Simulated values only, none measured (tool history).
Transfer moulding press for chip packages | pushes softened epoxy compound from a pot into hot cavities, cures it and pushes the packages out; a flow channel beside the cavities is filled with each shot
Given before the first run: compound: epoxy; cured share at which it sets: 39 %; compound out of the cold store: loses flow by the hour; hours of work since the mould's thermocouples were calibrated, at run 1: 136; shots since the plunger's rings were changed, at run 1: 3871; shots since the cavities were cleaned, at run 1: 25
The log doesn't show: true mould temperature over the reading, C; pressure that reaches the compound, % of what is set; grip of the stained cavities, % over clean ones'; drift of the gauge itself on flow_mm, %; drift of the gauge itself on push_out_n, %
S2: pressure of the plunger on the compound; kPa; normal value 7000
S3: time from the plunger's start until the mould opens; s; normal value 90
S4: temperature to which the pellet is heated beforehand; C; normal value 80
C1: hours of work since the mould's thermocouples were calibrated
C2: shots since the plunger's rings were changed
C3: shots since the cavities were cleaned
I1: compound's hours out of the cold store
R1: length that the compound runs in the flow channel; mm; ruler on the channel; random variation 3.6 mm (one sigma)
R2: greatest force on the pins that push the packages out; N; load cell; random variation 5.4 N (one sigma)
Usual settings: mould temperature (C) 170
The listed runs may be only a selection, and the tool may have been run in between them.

{"run": 1, "hour": 0.0, "mould temperature (C)": 170, "S2": 7000, "S3": 90, "S4": 80, "C1": 136, "C2": 3871, "C3": 25, "I1": 20.2, "R1": 622, "R2": 192}
{"run": 2, "hour": 7.5, "mould temperature (C)": 170, "S2": 7000, "S3": 94, "S4": 80, "C1": 140, "C2": 3955, "C3": 109, "I1": 31.1, "R1": 585, "R2": 199}
{"run": 3, "hour": 18.8, "mould temperature (C)": 170, "S2": 7000, "S3": 94, "S4": 80, "C1": 146, "C2": 4084, "C3": 238, "I1": 21.5, "R1": 614, "R2": 221}
{"run": 4, "hour": 26.1, "mould temperature (C)": 170, "S2": 7000, "S3": 94, "S4": 80, "C1": 150, "C2": 4167, "C3": 321, "I1": 25.4, "R1": 601, "R2": 240}
{"run": 5, "hour": 32.1, "mould temperature (C)": 170, "S2": 7000, "S3": 90, "S4": 80, "C1": 153, "C2": 4235, "C3": 389, "I1": 12.3, "R1": 646, "R2": 272}
{"hour": 37.5, "done": "cavities cleaned with cleaning compound and waxed"}
{"run": 6, "hour": 40.2, "mould temperature (C)": 167, "S2": 7000, "S3": 90, "S4": 80, "C1": 157, "C2": 4309, "C3": 30, "I1": 29.1, "R1": 593, "R2": 209}
{"run": 7, "hour": 48.6, "mould temperature (C)": 167, "S2": 7000, "S3": 90, "S4": 80, "C1": 161, "C2": 4404, "C3": 125, "I1": 35.6, "R1": 576, "R2": 237}
{"run": 8, "hour": 59.5, "mould temperature (C)": 167, "S2": 7000, "S3": 90, "S4": 80, "C1": 167, "C2": 4528, "C3": 249, "I1": 25.7, "R1": 610, "R2": 276}
{"run": 9, "hour": 69.7, "mould temperature (C)": 167, "S2": 7000, "S3": 90, "S4": 80, "C1": 173, "C2": 4644, "C3": 365, "I1": 20.2, "R1": 624, "R2": 295}
{"hour": 77.5, "done": "cavities cleaned with cleaning compound and waxed"}
{"run": 10, "hour": 79.8, "mould temperature (C)": 170, "S2": 7000, "S3": 90, "S4": 80, "C1": 177, "C2": 4741, "C3": 26, "I1": 31.5, "R1": 583, "R2": 192}
{"run": 11, "hour": 87.0, "mould temperature (C)": 170, "S2": 7000, "S3": 90, "S4": 80, "C1": 181, "C2": 4822, "C3": 107, "I1": 47.5, "R1": 530, "R2": 199}
{"run": 12, "hour": 96.5, "mould temperature (C)": 170, "S2": 7000, "S3": 90, "S4": 80, "C1": 187, "C2": 4930, "C3": 215, "I1": 38.8, "R1": 553, "R2": 229}
{"run": 13, "hour": 103.4, "mould temperature (C)": 170, "S2": 7000, "S3": 90, "S4": 80, "C1": 190, "C2": 5008, "C3": 293, "I1": 44.4, "R1": 539, "R2": 252}
{"run": 14, "hour": 110.4, "mould temperature (C)": 170, "S2": 7930, "S3": 90, "S4": 80, "C1": 194, "C2": 5088, "C3": 373, "I1": 16.5, "R1": 669, "R2": 275}
{"hour": 117.5, "done": "cavities cleaned with cleaning compound and waxed"}
{"run": 15, "hour": 122.9, "mould temperature (C)": 167, "S2": 6290, "S3": 104, "S4": 77, "C1": 200, "C2": 5212, "C3": 61, "I1": 19.6, "R1": 588, "R2": 188}
{"run": 16, "hour": 127.8, "mould temperature (C)": 167, "S2": 6290, "S3": 104, "S4": 77, "C1": 203, "C2": 5268, "C3": 117, "I1": 10.3, "R1": 620, "R2": 212}
{"hour": 135.3, "done": "plunger's sealing rings changed"}
{"run": 17, "hour": 137.6, "mould temperature (C)": 170, "S2": 6520, "S3": 89, "S4": 72, "C1": 207, "C2": 26, "C3": 200, "I1": 8.7, "R1": 670, "R2": 248}
{"run": 18, "hour": 147.1, "mould temperature (C)": 170, "S2": 6520, "S3": 89, "S4": 72, "C1": 212, "C2": 133, "C3": 307, "I1": 45.3, "R1": 548, "R2": 267}
{"hour": 159.8, "done": "cavities cleaned with cleaning compound and waxed"}
{"run": 19, "hour": 159.8, "mould temperature (C)": 170, "S2": 6520, "S3": 89, "S4": 72, "C1": 218, "C2": 260, "C3": 0, "I1": 14.6, "R1": 646, "R2": 179}
{"run": 20, "hour": 167.9, "mould temperature (C)": 170, "S2": 7000, "S3": 90, "S4": 80, "C1": 222, "C2": 352, "C3": 92, "I1": 27.1, "R1": 627, "R2": 197}
{"run": 21, "hour": 173.0, "mould temperature (C)": 170, "S2": 5550, "S3": 86, "S4": 76, "C1": 225, "C2": 409, "C3": 149, "I1": 31.2, "R1": 546, "R2": 226}
{"run": 22, "hour": 180.6, "mould temperature (C)": 168, "S2": 7000, "S3": 90, "S4": 73, "C1": 229, "C2": 495, "C3": 235, "I1": 13.7, "R1": 682, "R2": 254}
{"run": 23, "hour": 188.8, "mould temperature (C)": 170, "S2": 7000, "S3": 90, "S4": 86, "C1": 234, "C2": 589, "C3": 329, "I1": 8.3, "R1": 692, "R2": 257}
{"hour": 199.6, "done": "cavities cleaned with cleaning compound and waxed"}
{"run": 24, "hour": 200.1, "mould temperature (C)": 174, "S2": 6860, "S3": 116, "S4": 80, "C1": 239, "C2": 699, "C3": 5, "I1": 47.5, "R1": 550, "R2": 154}
{"run": 25, "hour": 206.9, "mould temperature (C)": 162, "S2": 7000, "S3": 83, "S4": 80, "C1": 243, "C2": 777, "C3": 83, "I1": 32.0, "R1": 627, "R2": 367}
{"run": 26, "hour": 217.0, "mould temperature (C)": 162, "S2": 7000, "S3": 83, "S4": 80, "C1": 248, "C2": 890, "C3": 196, "I1": 23.9, "R1": 652, "R2": 441}
{"run": 27, "hour": 228.2, "mould temperature (C)": 175, "S2": 7000, "S3": 91, "S4": 80, "C1": 254, "C2": 1017, "C3": 323, "I1": 23.0, "R1": 631, "R2": 227}
{"run": 28, "hour": 233.9, "mould temperature (C)": 170, "S2": 6660, "S3": 90, "S4": 73, "C1": 257, "C2": 1082, "C3": 388, "I1": 39.5, "R1": 566, "R2": 257}

What differs in the tool's unlogged condition from the final listed run ahead of each entry between runs to the first listed run following it?
Logged between run 5 and run 6: cavities cleaned with cleaning compound and waxed (hour 37.5)
  pressure that reaches the compound, % of what is set: 90.49 -> 90.33; grip of the stained cavities, % over clean ones': 50 -> 6.6
  measured minus no-state result, R1: -33 -> -31 mm; R2: +90 -> +12 N
Logged between run 9 and run 10: cavities cleaned with cleaning compound and waxed (hour 77.5)
  true mould temperature over the reading, C: 0.06 -> 0.05; pressure that reaches the compound, % of what is set: 89.62 -> 89.42; grip of the stained cavities, % over clean ones': 46.9 -> 6.3
  measured minus no-state result, R1: -36 -> -33 mm; R2: +94 -> +11 N
Logged between run 14 and run 15: cavities cleaned with cleaning compound and waxed (hour 117.5)
  true mould temperature over the reading, C: 0.03 -> 0.02; pressure that reaches the compound, % of what is set: 88.67 -> 88.4; grip of the stained cavities, % over clean ones': 48.3 -> 12.1
  measured minus no-state result, R1: -42 -> -37 mm; R2: +88 -> +21 N
Logged between run 16 and run 17: plunger's sealing rings changed (hour 135.3)
  pressure that reaches the compound, % of what is set: 88.28 -> 99.89; grip of the stained cavities, % over clean ones': 20.6 -> 31.5
  measured minus no-state result, R1: -39 -> +0 mm; R2: +36 -> +59 N
Logged between run 18 and run 19: cavities cleaned with cleaning compound and waxed (hour 159.8)
  true mould temperature over the reading, C: 0.01 -> 0; pressure that reaches the compound, % of what is set: 99.66 -> 99.38; grip of the stained cavities, % over clean ones': 42.5 -> 0.3
  measured minus no-state result, R1: +0 -> -2 mm; R2: +77 -> +0 N
Logged between run 23 and run 24: cavities cleaned with cleaning compound and waxed (hour 199.6)
  pressure that reaches the compound, % of what is set: 98.64 -> 98.41; grip of the stained cavities, % over clean ones': 42.7 -> 2.9
  measured minus no-state result, R1: -5 -> -4 mm; R2: +77 -> +4 N

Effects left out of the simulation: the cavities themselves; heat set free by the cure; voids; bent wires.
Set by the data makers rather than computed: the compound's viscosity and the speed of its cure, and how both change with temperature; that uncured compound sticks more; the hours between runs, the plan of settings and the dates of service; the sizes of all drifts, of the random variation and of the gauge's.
